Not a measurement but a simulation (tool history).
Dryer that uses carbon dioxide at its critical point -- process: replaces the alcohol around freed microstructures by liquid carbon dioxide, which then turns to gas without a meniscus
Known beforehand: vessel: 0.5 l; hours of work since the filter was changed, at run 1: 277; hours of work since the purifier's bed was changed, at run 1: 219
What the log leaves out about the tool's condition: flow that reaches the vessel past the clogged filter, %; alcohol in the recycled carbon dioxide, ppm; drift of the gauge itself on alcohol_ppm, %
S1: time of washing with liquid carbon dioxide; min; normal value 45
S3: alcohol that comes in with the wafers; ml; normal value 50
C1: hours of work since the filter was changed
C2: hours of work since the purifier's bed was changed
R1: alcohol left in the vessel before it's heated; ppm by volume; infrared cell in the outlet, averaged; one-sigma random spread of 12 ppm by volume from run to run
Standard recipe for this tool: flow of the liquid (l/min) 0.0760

run 1 day=0.000 | S1=45 flow_of_the_liquid_(l/min)=0.0760 S3=50 | C1=277 C2=219 | R1=1345
run 2 day=0.679 | S1=45 flow_of_the_liquid_(l/min)=0.1269 S3=50 | C1=287 C2=229 | R1=93
run 3 day=1.225 | S1=45 flow_of_the_liquid_(l/min)=0.1269 S3=36 | C1=295 C2=237 | R1=74
run 4 day=2.029 | S1=45 flow_of_the_liquid_(l/min)=0.1269 S3=36 | C1=307 C2=249 | R1=72
-- day=2.154 inlet filter changed
run 5 day=2.988 | S1=45 flow_of_the_liquid_(l/min)=0.1269 S3=36 | C1=12 C2=262 | R1=56
run 6 day=3.867 | S1=45 flow_of_the_liquid_(l/min)=0.1269 S3=33 | C1=25 C2=275 | R1=51
run 7 day=4.325 | S1=45 flow_of_the_liquid_(l/min)=0.1269 S3=33 | C1=32 C2=282 | R1=50
run 8 day=4.858 | S1=45 flow_of_the_liquid_(l/min)=0.0691 S3=33 | C1=40 C2=290 | R1=855
run 9 day=5.829 | S1=45 flow_of_the_liquid_(l/min)=0.0691 S3=33 | C1=54 C2=304 | R1=876
run 10 day=6.292 | S1=45 flow_of_the_liquid_(l/min)=0.0691 S3=33 | C1=61 C2=311 | R1=864
run 11 day=6.750 | S1=45 flow_of_the_liquid_(l/min)=0.0691 S3=33 | C1=68 C2=318 | R1=863
run 12 day=7.283 | S1=45 flow_of_the_liquid_(l/min)=0.0691 S3=33 | C1=75 C2=326 | R1=889
run 13 day=7.829 | S1=45 flow_of_the_liquid_(l/min)=0.0877 S3=50 | C1=84 C2=334 | R1=414
run 14 day=8.304 | S1=45 flow_of_the_liquid_(l/min)=0.0877 S3=50 | C1=91 C2=341 | R1=433
run 15 day=8.733 | S1=45 flow_of_the_liquid_(l/min)=0.0877 S3=50 | C1=97 C2=347 | R1=449
run 16 day=9.567 | S1=45 flow_of_the_liquid_(l/min)=0.0877 S3=50 | C1=109 C2=359 | R1=445
run 17 day=10.300 | S1=45 flow_of_the_liquid_(l/min)=0.0877 S3=50 | C1=120 C2=370 | R1=464
run 18 day=10.929 | S1=45 flow_of_the_liquid_(l/min)=0.0522 S3=50 | C1=129 C2=379 | R1=4411
run 19 day=11.550 | S1=45 flow_of_the_liquid_(l/min)=0.0760 S3=50 | C1=138 C2=388 | R1=1001
run 20 day=12.129 | S1=45 flow_of_the_liquid_(l/min)=0.0760 S3=50 | C1=147 C2=397 | R1=983
run 21 day=12.792 | S1=33 flow_of_the_liquid_(l/min)=0.0760 S3=50 | C1=157 C2=407 | R1=3378
run 22 day=13.767 | S1=33 flow_of_the_liquid_(l/min)=0.0760 S3=50 | C1=171 C2=421 | R1=3459
run 23 day=14.571 | S1=29 flow_of_the_liquid_(l/min)=0.0760 S3=50 | C1=183 C2=433 | R1=5305
run 24 day=15.400 | S1=29 flow_of_the_liquid_(l/min)=0.0760 S3=50 | C1=195 C2=445 | R1=5336
run 25 day=16.008 | S1=45 flow_of_the_liquid_(l/min)=0.0760 S3=22 | C1=204 C2=454 | R1=529
run 26 day=16.446 | S1=52 flow_of_the_liquid_(l/min)=0.0605 S3=46 | C1=210 C2=460 | R1=1569
run 27 day=16.879 | S1=70 flow_of_the_liquid_(l/min)=0.0960 S3=33 | C1=217 C2=467 | R1=72
run 28 day=17.783 | S1=33 flow_of_the_liquid_(l/min)=0.0574 S3=50 | C1=230 C2=480 | R1=8723
run 29 day=18.617 | S1=63 flow_of_the_liquid_(l/min)=0.0821 S3=50 | C1=242 C2=492 | R1=175
run 30 day=19.329 | S1=32 flow_of_the_liquid_(l/min)=0.0760 S3=50 | C1=253 C2=503 | R1=4294

Predict the results of run 31:
run 31 day=20.062 | S1=32 flow_of_the_liquid_(l/min)=0.0760 S3=50 | C1=263 C2=514 | R1=?

Run 31 gave R1 4305 ppm by volume.
Were there no unlogged condition in the tool, this run, its random variation unchanged, would have produced R1 2932 ppm by volume.
